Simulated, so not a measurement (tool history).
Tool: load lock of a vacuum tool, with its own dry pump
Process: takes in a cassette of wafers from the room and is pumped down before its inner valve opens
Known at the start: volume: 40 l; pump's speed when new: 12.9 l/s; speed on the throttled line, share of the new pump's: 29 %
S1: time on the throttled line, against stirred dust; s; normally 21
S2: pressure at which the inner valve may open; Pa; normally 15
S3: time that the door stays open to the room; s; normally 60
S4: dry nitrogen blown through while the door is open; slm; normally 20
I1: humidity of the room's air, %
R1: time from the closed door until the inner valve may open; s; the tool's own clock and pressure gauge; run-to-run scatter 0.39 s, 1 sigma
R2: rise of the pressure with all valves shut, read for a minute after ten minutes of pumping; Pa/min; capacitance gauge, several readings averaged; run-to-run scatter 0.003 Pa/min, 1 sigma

run 1 hour=0.0 | S1=21 S2=15 S3=60 S4=20 | I1=49.4 | R1=43.4 R2=0.030
run 2 hour=90.3 | S1=21 S2=15 S3=60 S4=20 | I1=46.3 | R1=43.6 R2=0.024
run 3 hour=172.9 | S1=21 S2=15 S3=60 S4=20 | I1=45.3 | R1=43.4 R2=0.022
run 4 hour=235.9 | S1=34 S2=15 S3=60 S4=20 | I1=46.0 | R1=52.8 R2=0.025
run 5 hour=312.1 | S1=34 S2=15 S3=60 S4=20 | I1=43.7 | R1=53.1 R2=0.031
run 6 hour=397.3 | S1=21 S2=15 S3=60 S4=20 | I1=44.2 | R1=44.0 R2=0.026
run 7 hour=436.5 | S1=21 S2=15 S3=60 S4=20 | I1=47.2 | R1=43.7 R2=0.030
run 8 hour=491.5 | S1=21 S2=11 S3=60 S4=20 | I1=45.6 | R1=45.0 R2=0.025
run 9 hour=538.2 | S1=21 S2=11 S3=60 S4=20 | I1=44.4 | R1=45.3 R2=0.027
run 10 hour=586.0 | S1=21 S2=11 S3=60 S4=20 | I1=43.1 | R1=43.7 R2=0.026
run 11 hour=630.4 | S1=21 S2=11 S3=38 S4=20 | I1=44.1 | R1=45.0 R2=0.021
run 12 hour=670.5 | S1=21 S2=11 S3=110 S4=20 | I1=46.5 | R1=45.3 R2=0.043
run 13 hour=722.5 | S1=21 S2=15 S3=60 S4=20 | I1=41.6 | R1=43.5 R2=0.030
run 14 hour=799.2 | S1=21 S2=15 S3=60 S4=20 | I1=45.5 | R1=43.2 R2=0.029
run 15 hour=860.6 | S1=21 S2=15 S3=60 S4=20 | I1=44.3 | R1=43.3 R2=0.032
run 16 hour=927.2 | S1=21 S2=15 S3=60 S4=20 | I1=47.1 | R1=44.4 R2=0.032
run 17 hour=965.1 | S1=21 S2=15 S3=60 S4=20 | I1=45.8 | R1=43.7 R2=0.030
run 18 hour=1041.1 | S1=21 S2=10 S3=60 S4=20 | I1=46.4 | R1=45.5 R2=0.025
run 19 hour=1128.2 | S1=21 S2=10 S3=52 S4=20 | I1=44.5 | R1=45.3 R2=0.023
run 20 hour=1197.9 | S1=14 S2=21 S3=43 S4=20 | I1=40.8 | R1=37.4 R2=0.020
run 21 hour=1234.5 | S1=12 S2=11 S3=68 S4=6 | I1=42.3 | R1=39.3 R2=0.048
run 22 hour=1323.5 | S1=12 S2=11 S3=68 S4=6 | I1=44.5 | R1=38.7 R2=0.054
run 23 hour=1373.0 | S1=20 S2=13 S3=56 S4=6 | I1=47.0 | R1=43.9 R2=0.046
run 24 hour=1446.1 | S1=21 S2=10 S3=60 S4=8 | I1=42.8 | R1=45.1 R2=0.040
run 25 hour=1532.5 | S1=15 S2=15 S3=53 S4=4 | I1=44.8 | R1=39.8 R2=0.048
run 26 hour=1578.0 | S1=12 S2=15 S3=66 S4=28 | I1=45.4 | R1=38.1 R2=0.030
run 27 hour=1662.0 | S1=17 S2=22 S3=186 S4=27 | I1=40.3 | R1=39.7 R2=0.050
run 28 hour=1713.0 | S1=41 S2=15 S3=29 S4=38 | I1=43.1 | R1=58.1 R2=0.016
run 29 hour=1782.7 | S1=22 S2=15 S3=178 S4=12 | I1=47.0 | R1=45.4 R2=0.074
run 30 hour=1830.3 | S1=21 S2=15 S3=63 S4=5 | I1=46.4 | R1=44.3 R2=0.057
run 31 hour=1891.4 | S1=21 S2=15 S3=63 S4=5 | I1=45.7 | R1=44.5 R2=0.058
run 32 hour=1928.2 | S1=21 S2=15 S3=63 S4=5 | I1=45.6 | R1=44.0 R2=0.058
run 33 hour=2012.4 | S1=21 S2=15 S3=63 S4=27 | I1=47.4 | R1=44.7 R2=0.034
run 34 hour=2055.2 | S1=21 S2=15 S3=63 S4=27 | I1=49.8 | R1=44.8 R2=0.027
run 35 hour=2115.2 | S1=38 S2=24 S3=40 S4=27 | I1=43.0 | R1=54.5 R2=0.024
run 36 hour=2175.0 | S1=15 S2=23 S3=62 S4=6 | I1=44.0 | R1=38.2 R2=0.047

Below are 5 alternative next runs, each starting from the tool's condition after run 36. Predict each:
run A hour=2217.8 | S1=15 S2=28 S3=35 S4=6 | I1=42.4 | R1=? R2=?
run B hour=2217.8 | S1=21 S2=12 S3=43 S4=20 | I1=44.2 | R1=? R2=?
run C hour=2217.8 | S1=34 S2=23 S3=62 S4=7 | I1=44.7 | R1=? R2=?
run D hour=2217.8 | S1=32 S2=27 S3=123 S4=6 | I1=45.7 | R1=? R2=?
run E hour=2217.8 | S1=21 S2=15 S3=60 S4=27 | I1=44.2 | R1=? R2=?

run=A R1=38.0 R2=0.044
run=B R1=44.5 R2=0.028
run=C R1=51.2 R2=0.051
run=D R1=49.9 R2=0.075
run=E R1=44.6 R2=0.033
What these runs would have given with no unlogged condition in the tool:
run=A R1=36.1 R2=0.033
run=B R1=42.6 R2=0.018
run=C R1=49.8 R2=0.040
run=D R1=48.5 R2=0.064
run=E R1=42.7 R2=0.022

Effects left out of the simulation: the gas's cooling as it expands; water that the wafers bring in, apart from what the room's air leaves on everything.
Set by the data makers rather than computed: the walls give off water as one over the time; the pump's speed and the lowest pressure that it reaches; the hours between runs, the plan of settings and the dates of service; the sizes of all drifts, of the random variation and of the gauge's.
